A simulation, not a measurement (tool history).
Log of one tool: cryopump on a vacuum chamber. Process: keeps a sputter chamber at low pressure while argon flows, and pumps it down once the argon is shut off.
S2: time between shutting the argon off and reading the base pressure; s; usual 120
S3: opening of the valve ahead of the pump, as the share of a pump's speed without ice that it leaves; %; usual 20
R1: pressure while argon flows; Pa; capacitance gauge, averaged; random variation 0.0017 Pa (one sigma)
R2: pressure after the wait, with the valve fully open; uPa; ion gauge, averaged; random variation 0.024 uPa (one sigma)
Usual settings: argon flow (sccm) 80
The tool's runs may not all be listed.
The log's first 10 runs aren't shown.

{"run": 11, "hour": 113.8, "argon flow (sccm)": 80, "S2": 120, "S3": 20, "R1": 0.4421, "R2": 0.99}
{"run": 12, "hour": 128.9, "argon flow (sccm)": 80, "S2": 120, "S3": 48, "R1": 0.1882, "R2": 0.97}
{"run": 13, "hour": 143.7, "argon flow (sccm)": 80, "S2": 120, "S3": 31, "R1": 0.2869, "R2": 0.95}
{"run": 14, "hour": 158.7, "argon flow (sccm)": 80, "S2": 120, "S3": 31, "R1": 0.2866, "R2": 0.99}
{"run": 15, "hour": 168.6, "argon flow (sccm)": 80, "S2": 120, "S3": 20, "R1": 0.4418, "R2": 1.03}
{"run": 16, "hour": 175.1, "argon flow (sccm)": 80, "S2": 120, "S3": 20, "R1": 0.4423, "R2": 0.98}
{"run": 17, "hour": 182.5, "argon flow (sccm)": 80, "S2": 120, "S3": 20, "R1": 0.446, "R2": 1.0}
{"run": 18, "hour": 192.9, "argon flow (sccm)": 80, "S2": 120, "S3": 20, "R1": 0.4429, "R2": 1.01}
{"run": 19, "hour": 206.2, "argon flow (sccm)": 80, "S2": 102, "S3": 21, "R1": 0.4241, "R2": 1.17}
{"run": 20, "hour": 217.3, "argon flow (sccm)": 80, "S2": 45, "S3": 19, "R1": 0.4673, "R2": 2.09}
{"run": 21, "hour": 224.6, "argon flow (sccm)": 80, "S2": 26, "S3": 20, "R1": 0.4445, "R2": 3.58}
{"run": 22, "hour": 239.4, "argon flow (sccm)": 80, "S2": 26, "S3": 20, "R1": 0.4444, "R2": 3.48}
{"run": 23, "hour": 246.7, "argon flow (sccm)": 73, "S2": 26, "S3": 45, "R1": 0.1833, "R2": 3.62}
{"run": 24, "hour": 253.0, "argon flow (sccm)": 32, "S2": 141, "S3": 45, "R1": 0.0806, "R2": 0.96}
{"run": 25, "hour": 265.3, "argon flow (sccm)": 71, "S2": 38, "S3": 24, "R1": 0.3304, "R2": 2.53}
{"run": 26, "hour": 273.5, "argon flow (sccm)": 51, "S2": 101, "S3": 20, "R1": 0.2845, "R2": 1.15}
{"run": 27, "hour": 283.2, "argon flow (sccm)": 80, "S2": 34, "S3": 43, "R1": 0.2114, "R2": 2.7}
{"run": 28, "hour": 291.2, "argon flow (sccm)": 43, "S2": 23, "S3": 31, "R1": 0.1549, "R2": 3.95}
{"run": 29, "hour": 300.4, "argon flow (sccm)": 43, "S2": 23, "S3": 31, "R1": 0.1552, "R2": 3.91}
{"run": 30, "hour": 310.6, "argon flow (sccm)": 46, "S2": 107, "S3": 37, "R1": 0.1394, "R2": 1.15}
{"run": 31, "hour": 320.1, "argon flow (sccm)": 133, "S2": 37, "S3": 53, "R1": 0.2881, "R2": 2.53}
{"run": 32, "hour": 330.8, "argon flow (sccm)": 141, "S2": 120, "S3": 20, "R1": 0.7826, "R2": 1.08}
{"run": 33, "hour": 342.4, "argon flow (sccm)": 60, "S2": 97, "S3": 20, "R1": 0.336, "R2": 1.21}
{"run": 34, "hour": 351.4, "argon flow (sccm)": 126, "S2": 97, "S3": 58, "R1": 0.2522, "R2": 1.21}

5 ways to go on from here, each from the tool as it stands after run 34. What would each give?
{"run": "A", "hour": 362.2, "argon flow (sccm)": 89, "S2": 157, "S3": 28, "R1": "?", "R2": "?"}
{"run": "B", "hour": 362.2, "argon flow (sccm)": 126, "S2": 97, "S3": 18, "R1": "?", "R2": "?"}
{"run": "C", "hour": 362.2, "argon flow (sccm)": 80, "S2": 147, "S3": 23, "R1": "?", "R2": "?"}
{"run": "D", "hour": 362.2, "argon flow (sccm)": 74, "S2": 36, "S3": 44, "R1": "?", "R2": "?"}
{"run": "E", "hour": 362.2, "argon flow (sccm)": 126, "S2": 234, "S3": 43, "R1": "?", "R2": "?"}

run=A R1=0.3549 R2=0.90
run=B R1=0.7797 R2=1.20
run=C R1=0.3872 R2=0.98
run=D R1=0.1919 R2=2.71
run=E R1=0.3357 R2=0.75
Without the tool's hidden state the same runs would have given:
run=A R1=0.3455 R2=0.72
run=B R1=0.7663 R2=1.02
run=C R1=0.3787 R2=0.80
run=D R1=0.1841 R2=2.53
run=E R1=0.3222 R2=0.57
